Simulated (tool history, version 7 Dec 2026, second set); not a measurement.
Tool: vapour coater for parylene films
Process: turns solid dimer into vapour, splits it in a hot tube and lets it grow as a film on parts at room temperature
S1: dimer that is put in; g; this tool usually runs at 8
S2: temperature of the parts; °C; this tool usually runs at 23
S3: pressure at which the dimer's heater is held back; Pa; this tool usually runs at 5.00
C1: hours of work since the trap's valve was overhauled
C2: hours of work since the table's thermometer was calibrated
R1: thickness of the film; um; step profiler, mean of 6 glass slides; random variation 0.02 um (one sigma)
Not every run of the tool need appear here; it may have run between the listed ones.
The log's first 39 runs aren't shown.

run   hour  S1  S2    S3   C1   C2    R1
 40  477.1   9  31  2.24  213  556  2.33
 41  486.4   8  23  2.52  219  561  2.34
 42  495.3   8  23  2.52  224  566  2.38
 43  503.6   8  23  2.52  229  571  2.39
 44  515.3   8  19  9.66  235  578  2.28
 45  530.0   3  23  5.00  244  586  0.82
 46  540.9   3  23  5.00  250  593  0.82
 47  547.6   8  23  4.34  254  597  2.26

Below are 4 alternative next runs, each starting from the tool's condition after run 47. Predict each:
  A  560.3   4  26  6.95  261  604   ?
  B  560.3  14  23  4.34  261  604   ?
  C  560.3  10  32  5.00  261  604   ?
  D  560.3   5  23  5.00  261  604   ?

run    R1
  A  1.04
  B  3.92
  C  2.34
  D  1.39
With no hidden state in the tool, these same runs would have given:
run    R1
  A  1.16
  B  4.40
  C  2.62
  D  1.56
